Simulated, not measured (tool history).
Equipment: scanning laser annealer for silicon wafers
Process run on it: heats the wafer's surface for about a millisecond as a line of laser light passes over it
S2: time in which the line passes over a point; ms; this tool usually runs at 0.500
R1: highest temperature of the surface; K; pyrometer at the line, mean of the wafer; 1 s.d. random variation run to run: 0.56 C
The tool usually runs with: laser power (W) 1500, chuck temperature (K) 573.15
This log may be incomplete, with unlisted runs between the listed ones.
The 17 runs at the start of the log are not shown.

run 18 hour=377.6 | laser_power_(W)=1334 S2=0.500 chuck_temperature_(K)=573.15 | R1=1228.85
run 19 hour=404.7 | laser_power_(W)=1345 S2=0.500 chuck_temperature_(K)=573.15 | R1=1232.95
-- hour=412.9 window over the wafer cleaned
run 20 hour=421.7 | laser_power_(W)=1345 S2=0.500 chuck_temperature_(K)=573.15 | R1=1232.55
run 21 hour=452.4 | laser_power_(W)=1295 S2=0.551 chuck_temperature_(K)=581.15 | R1=1257.15
run 22 hour=477.5 | laser_power_(W)=1295 S2=0.500 chuck_temperature_(K)=597.15 | R1=1233.75
run 23 hour=505.9 | laser_power_(W)=1295 S2=0.500 chuck_temperature_(K)=597.15 | R1=1234.45
run 24 hour=526.8 | laser_power_(W)=1631 S2=0.525 chuck_temperature_(K)=576.15 | R1=1384.05
run 25 hour=550.3 | laser_power_(W)=1631 S2=0.525 chuck_temperature_(K)=576.15 | R1=1383.25

The next listed run, before its measurement:
run 26 hour=579.4 | laser_power_(W)=1631 S2=0.525 chuck_temperature_(K)=576.15 | R1=?

{"run 26": {"R1": 1383.25}}
Without the tool's hidden state the same run would have given R1 1386.75 K.
